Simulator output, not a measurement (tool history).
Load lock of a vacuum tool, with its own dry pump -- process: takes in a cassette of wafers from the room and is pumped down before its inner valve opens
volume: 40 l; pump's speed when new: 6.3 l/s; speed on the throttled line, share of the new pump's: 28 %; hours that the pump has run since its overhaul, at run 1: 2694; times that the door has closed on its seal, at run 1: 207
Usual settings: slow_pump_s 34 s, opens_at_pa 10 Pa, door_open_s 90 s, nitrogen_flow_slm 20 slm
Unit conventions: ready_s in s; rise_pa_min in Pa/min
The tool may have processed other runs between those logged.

run,hour,slow_pump_s,opens_at_pa,door_open_s,nitrogen_flow_slm,hours that the pump has run since its overhaul,times that the door has closed on its seal,"incoming humidity of the room's air, %",ready_s,rise_pa_min
1,0,34,10,90,20,2694,207,46.4,86.4,0.03
2,40.7,34,10,90,20,2734,329,43.3,86.3,0.031
3,88.5,34,10,90,20,2782,472,44.9,87.4,0.029
4,125.8,34,9,90,20,2819,583,41.8,88.1,0.028
5,197.6,34,10,90,20,2891,798,44.6,85.6,0.026
6,274.3,34,10,90,20,2968,1027,41.7,85.9,0.026
7,336.6,34,10,90,20,3030,1214,45.3,86,0.03
8,400.8,34,10,90,20,3094,1406,46.1,87.1,0.032
9,490.5,34,10,90,20,3184,1674,43.9,86.4,0.035
10,559.5,30,10,90,20,3253,1881,45.4,84.7,0.028
11,600.2,34,10,90,20,3294,2003,43.1,86.8,0.029
12,654.3,34,10,90,20,3348,2164,42.8,86.2,0.03
13,703.4,34,10,90,20,3397,2312,44.6,86.9,0.031
14,791.1,34,10,90,20,3485,2574,45,87.3,0.028
15,829.9,34,10,90,20,3523,2690,46.7,86.9,0.03
16,916.6,34,10,90,20,3610,2949,45.7,88,0.038
17,988.8,34,10,90,20,3682,3165,43.4,87.5,0.029
18,1040.6,34,10,90,20,3734,3320,44.6,87.6,0.031
19,1110.2,34,10,90,20,3804,3529,43.2,87.3,0.033
20,1168.6,64,11,106,45,3862,3703,44.6,109,0.016
21,1231.7,64,9,106,45,3925,3892,45.6,109.5,0.024
22,1276.9,34,10,77,23,3970,4027,42.2,87.1,0.032
23,1363.4,36,11,90,29,4057,4286,47.4,89.2,0.039
24,1432.6,22,13,238,10,4126,4493,44.3,77.5,0.057
25,1469.7,22,13,238,10,4163,4604,46.1,77.3,0.066
26,1540.1,43,9,65,24,4234,4815,47.8,95,0.03
27,1611.7,43,15,71,24,4305,5029,45.9,90.7,0.034
28,1692.6,26,15,71,9,4386,5271,41.8,78.3,0.037
29,1769.6,35,8,61,6,4463,5501,44,91,0.047
30,1829.3,35,8,61,6,4523,5680,40.4,90.4,0.047
31,1876.4,35,8,61,6,4570,5821,43.3,90.7,0.046
32,1957.6,35,8,61,6,4651,6064,49,90.4,0.049
33,2000.2,35,8,61,6,4694,6191,45.2,90.9,0.048
34,2055,35,8,61,6,4749,6356,44.5,91.4,0.049
35,2125.6,35,8,61,6,4819,6567,47.1,90.6,0.049
36,2217.1,35,8,104,6,4911,6841,44.3,91.6,0.058
37,2276.9,35,8,104,6,4970,7019,44.6,90.8,0.061

Hidden state or all else? Some run-to-run changes of ready_s, split into what the settings, what came in and random variation would give without the hidden state, and what is left for the hidden state (with any gauge scatter that isn't in both results):
Unlogged tool condition in this case: pump's speed, % of a new pump's; leak at the door's seal, Pa l/s; drift of the gauge itself on ready_s, %; drift of the gauge itself on rise_pa_min, %.
Run 19 -> 20: slow_pump_s 34 -> 64, opens_at_pa 10 -> 11, door_open_s 90 -> 106, nitrogen_flow_slm 20 -> 45. ready_s +21.7 s: hidden state -0.6, all else +22.3.
Run 21 -> 22: slow_pump_s 64 -> 34, opens_at_pa 9 -> 10, door_open_s 106 -> 77, nitrogen_flow_slm 45 -> 23. ready_s -22.4 s: hidden state +0.6, all else -23.
Run 23 -> 24: slow_pump_s 36 -> 22, opens_at_pa 11 -> 13, door_open_s 90 -> 238, nitrogen_flow_slm 29 -> 10. ready_s -11.7 s: hidden state +0.4, all else -12.1.
Run 25 -> 26: slow_pump_s 22 -> 43, opens_at_pa 13 -> 9, door_open_s 238 -> 65, nitrogen_flow_slm 10 -> 24. ready_s +17.7 s: hidden state -0.1, all else +17.8.

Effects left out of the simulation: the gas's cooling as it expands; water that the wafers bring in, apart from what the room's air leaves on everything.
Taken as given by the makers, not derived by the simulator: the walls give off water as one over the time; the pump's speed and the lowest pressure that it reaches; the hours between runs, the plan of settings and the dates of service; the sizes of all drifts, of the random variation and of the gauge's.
